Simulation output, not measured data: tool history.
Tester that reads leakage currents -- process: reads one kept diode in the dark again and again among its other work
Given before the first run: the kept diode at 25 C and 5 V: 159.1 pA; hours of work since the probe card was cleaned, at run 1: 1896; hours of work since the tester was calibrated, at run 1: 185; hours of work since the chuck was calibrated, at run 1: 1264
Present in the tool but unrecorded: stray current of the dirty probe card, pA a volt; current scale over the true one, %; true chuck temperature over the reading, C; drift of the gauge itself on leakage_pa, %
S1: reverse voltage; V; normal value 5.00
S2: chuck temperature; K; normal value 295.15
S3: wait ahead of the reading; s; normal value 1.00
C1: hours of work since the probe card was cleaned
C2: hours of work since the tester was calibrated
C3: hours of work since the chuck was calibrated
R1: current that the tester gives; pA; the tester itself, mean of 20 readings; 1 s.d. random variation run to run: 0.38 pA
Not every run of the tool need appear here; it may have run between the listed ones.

| run | hour | S1 | S2 | S3 | C1 | C2 | C3 | R1 |
|---|---|---|---|---|---|---|---|---|
| 1 | 0.0 | 5.00 | 295.15 | 1.00 | 1896 | 185 | 1264 | 148.65 |
| 2 | 32.3 | 5.00 | 303.15 | 1.00 | 1913 | 202 | 1281 | 269.46 |
| 3 | 54.8 | 4.79 | 295.15 | 1.00 | 1926 | 215 | 1294 | 146.18 |
| 4 | 100.5 | 5.70 | 295.15 | 1.00 | 1951 | 240 | 1319 | 159.34 |
| 5 | 125.6 | 5.70 | 295.15 | 0.35 | 1965 | 253 | 1332 | 163.80 |
| 6 | 151.8 | 5.70 | 295.15 | 0.35 | 1979 | 268 | 1347 | 163.01 |
| 7 | 192.4 | 7.58 | 295.15 | 1.00 | 2001 | 290 | 1369 | 186.07 |
| 8 | 217.9 | 7.58 | 295.15 | 1.00 | 2015 | 304 | 1383 | 187.19 |
|  | 269.4 | chuck's temperature calibrated |
| 9 | 269.4 | 5.00 | 295.15 | 1.00 | 2042 | 331 | 0 | 130.23 |
| 10 | 298.9 | 5.00 | 295.15 | 1.00 | 2058 | 347 | 16 | 130.40 |
| 11 | 323.3 | 5.00 | 295.15 | 1.00 | 2072 | 361 | 30 | 131.75 |
| 12 | 352.8 | 5.00 | 295.15 | 1.00 | 2088 | 377 | 46 | 131.53 |
| 13 | 381.4 | 5.00 | 295.15 | 1.00 | 2104 | 392 | 61 | 131.93 |
| 14 | 425.2 | 5.00 | 295.15 | 1.00 | 2128 | 416 | 85 | 132.70 |
| 15 | 471.1 | 5.00 | 295.15 | 1.00 | 2153 | 442 | 111 | 133.13 |
| 16 | 499.4 | 5.00 | 295.15 | 1.00 | 2168 | 457 | 126 | 133.20 |
| 17 | 521.7 | 1.41 | 295.15 | 1.00 | 2180 | 469 | 138 | 70.41 |
|  | 528.0 | tester calibrated |
| 18 | 548.7 | 1.41 | 295.15 | 1.00 | 2194 | 11 | 152 | 69.88 |
| 19 | 589.8 | 5.00 | 295.15 | 1.00 | 2217 | 34 | 174 | 133.57 |
|  | 609.3 | probe card cleaned and baked |
| 20 | 636.7 | 5.00 | 295.15 | 0.72 | 15 | 58 | 198 | 130.10 |
| 21 | 671.5 | 5.00 | 295.15 | 0.72 | 34 | 77 | 218 | 129.81 |
| 22 | 694.2 | 5.00 | 299.15 | 0.68 | 47 | 89 | 230 | 176.83 |
| 23 | 731.6 | 9.76 | 311.15 | 0.44 | 67 | 110 | 250 | 594.28 |
| 24 | 779.3 | 9.76 | 311.15 | 0.44 | 93 | 136 | 277 | 598.44 |
| 25 | 805.9 | 9.76 | 311.15 | 0.44 | 108 | 151 | 291 | 597.56 |
| 26 | 827.3 | 3.66 | 296.15 | 0.84 | 119 | 162 | 303 | 121.76 |
|  | 833.7 | tester calibrated, once more |
| 27 | 872.7 | 16.18 | 329.15 | 2.54 | 143 | 21 | 327 | 2548.64 |
| 28 | 915.1 | 16.18 | 329.15 | 2.54 | 166 | 45 | 350 | 2567.73 |
| 29 | 943.4 | 19.76 | 295.15 | 9.51 | 182 | 60 | 365 | 259.08 |
| 30 | 976.9 | 19.76 | 295.15 | 9.51 | 200 | 78 | 384 | 257.53 |
| 31 | 1027.4 | 1.61 | 294.15 | 0.81 | 228 | 106 | 411 | 70.61 |
| 32 | 1068.9 | 12.67 | 304.15 | 1.93 | 251 | 129 | 434 | 416.38 |
| 33 | 1113.2 | 10.01 | 294.15 | 1.00 | 275 | 153 | 458 | 174.51 |
| 34 | 1137.7 | 4.06 | 312.15 | 2.78 | 288 | 167 | 472 | 427.15 |
| 35 | 1186.6 | 4.06 | 312.15 | 2.78 | 315 | 193 | 499 | 425.49 |
| 36 | 1213.5 | 1.67 | 309.15 | 0.59 | 330 | 208 | 513 | 224.53 |
| 37 | 1235.4 | 1.67 | 309.15 | 0.59 | 342 | 220 | 525 | 225.46 |
| 38 | 1273.6 | 1.67 | 309.15 | 0.59 | 363 | 241 | 546 | 225.95 |
| 39 | 1308.3 | 1.67 | 309.15 | 0.59 | 382 | 260 | 565 | 226.04 |
| 40 | 1341.0 | 1.78 | 296.15 | 1.98 | 400 | 278 | 583 | 88.36 |

Pick out some run-to-run changes in R1. Of each, how much would a tool without hidden state show as well, from the settings, what came in and chance, and how much is left for the hidden state and any gauge scatter not in both results compared?
Run 8 -> 9: S1 7.58 -> 5.00, chuck's temperature calibrated. R1 -56.96 pA: hidden state -27.03, all else -29.93.
Run 25 -> 26: S1 9.76 -> 3.66, S2 311.15 -> 296.15, S3 0.44 -> 0.84. R1 -475.80 pA: hidden state -11.23, all else -464.57.
Run 26 -> 27: S1 3.66 -> 16.18, S2 296.15 -> 329.15, S3 0.84 -> 2.54, tester calibrated, once more. R1 +2426.88 pA: hidden state +63.38, all else +2363.50.
Run 28 -> 29: S1 16.18 -> 19.76, S2 329.15 -> 295.15, S3 2.54 -> 9.51. R1 -2308.65 pA: hidden state -61.82, all else -2246.83.
